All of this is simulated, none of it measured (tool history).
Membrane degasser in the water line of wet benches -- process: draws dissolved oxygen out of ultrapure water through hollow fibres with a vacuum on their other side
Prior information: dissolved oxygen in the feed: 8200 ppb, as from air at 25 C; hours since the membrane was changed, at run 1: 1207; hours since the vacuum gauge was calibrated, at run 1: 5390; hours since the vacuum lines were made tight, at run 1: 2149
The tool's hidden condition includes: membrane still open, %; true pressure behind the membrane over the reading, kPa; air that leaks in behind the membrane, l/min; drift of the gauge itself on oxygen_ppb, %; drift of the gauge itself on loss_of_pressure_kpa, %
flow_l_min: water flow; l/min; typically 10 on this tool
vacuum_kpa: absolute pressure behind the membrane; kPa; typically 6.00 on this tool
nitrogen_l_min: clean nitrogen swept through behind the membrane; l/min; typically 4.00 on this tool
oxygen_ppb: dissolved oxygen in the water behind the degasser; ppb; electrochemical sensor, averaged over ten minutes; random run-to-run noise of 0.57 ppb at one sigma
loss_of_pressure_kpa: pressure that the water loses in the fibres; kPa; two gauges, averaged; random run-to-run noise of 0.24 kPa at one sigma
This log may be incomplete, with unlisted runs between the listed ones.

run    hour  flow_l_min  vacuum_kpa  nitrogen_l_min  hours since the membrane was changed  hours since the vacuum gauge was calibrated  hours since the vacuum lines were made tight  oxygen_ppb  loss_of_pressure_kpa
  1     0.0          10        6.00            4.00                                  1207                                         5390                                          2149        51.7                 63.72
  2    37.2          10        6.00            4.00                                  1245                                         5427                                          2186        52.1                 63.20
  3    87.7          10        6.00            4.00                                  1295                                         5478                                          2237        52.1                 63.57
  4   156.4          10        6.00            4.00                                  1364                                         5546                                          2306        52.1                 63.43
  5   198.6          10        7.46            4.00                                  1406                                         5589                                          2348        62.4                 63.61
  6   272.2          10        7.46            4.00                                  1479                                         5662                                          2421        63.2                 64.03
  7   313.9          10        6.00            2.65                                  1521                                         5704                                          2463        63.1                 63.57
  8   373.0          10        5.14            4.00                                  1580                                         5763                                          2522        47.1                 63.63
  9   412.8          10        5.14            4.00                                  1620                                         5803                                          2562        48.0                 63.72
 10   449.0          10        5.14            4.00                                  1656                                         5839                                          2598        47.4                 64.05
 11   515.2          10        5.14            4.00                                  1722                                         5905                                          2664        47.9                 63.88
 12   577.3          10        5.14            4.00                                  1785                                         5967                                          2726        47.8                 63.72
      585.0  -- vacuum gauge calibrated
 13   632.3           6        5.14            4.00                                  1839                                           47                                          2781        18.9                 38.23
 14   700.1          10        6.00            3.30                                  1907                                          115                                          2849        58.4                 63.43
 15   751.6          10        6.00            3.30                                  1958                                          167                                          2900        59.0                 63.56
 16   813.7          10        6.00            3.30                                  2021                                          229                                          2962        58.0                 64.12
      881.7  -- vacuum gauge calibrated, once more
 17   888.2           9        5.57            4.00                                  2095                                            6                                          3036        39.1                 57.39
 18   921.7          10        4.14            4.89                                  2128                                           40                                          3070        38.3                 64.21
 19   983.3          10        4.14            4.89                                  2190                                          102                                          3131        38.1                 64.33
 20  1019.1          10        4.14            4.89                                  2225                                          137                                          3167        38.4                 64.15
 21  1079.4           6        6.00            3.86                                  2286                                          198                                          3228        20.6                 38.15
 22  1116.0           6        4.79            3.16                                  2322                                          234                                          3264        17.0                 38.52
 23  1184.7           6        6.78            1.82                                  2391                                          303                                          3333        40.2                 38.10
 24  1249.9          15        8.64            2.66                                  2456                                          368                                          3398       153.2                 95.70
 25  1311.8           8        6.63           10.58                                  2518                                          430                                          3460        26.9                 51.15
 26  1384.2           8        9.14            5.82                                  2590                                          502                                          3532        40.8                 51.39
 27  1444.7           6        7.41            4.24                                  2651                                          563                                          3593        25.1                 38.40
 28  1496.8           6        7.41            2.19                                  2703                                          615                                          3645        39.8                 38.57
 29  1567.2           6        5.28            2.19                                  2774                                          686                                          3715        24.4                 38.37
 30  1605.3           6        5.28            2.19                                  2812                                          724                                          3753        24.4                 38.33
 31  1659.1          10       11.64            4.49                                  2865                                          777                                          3807        82.2                 64.54
 32  1739.6           7       10.26            4.49                                  2946                                          858                                          3888        42.6                 44.73

Alternative continuations, all from the tool just after run 32; predict every row:
  A  1773.6           8       10.26            2.86                                  2980                                          892                                          3922           ?                     ?
  B  1773.6          10        8.29            2.92                                  2980                                          892                                          3922           ?                     ?
  C  1773.6           7       10.99            3.95                                  2980                                          892                                          3922           ?                     ?

run  oxygen_ppb  loss_of_pressure_kpa
  A        70.8                 51.11
  B        77.9                 64.21
  C        51.4                 45.12
Stripped of hidden state, with their random variation kept, the same runs would have yielded:
run  oxygen_ppb  loss_of_pressure_kpa
  A        66.4                 50.44
  B        73.4                 63.35
  C        47.8                 44.52
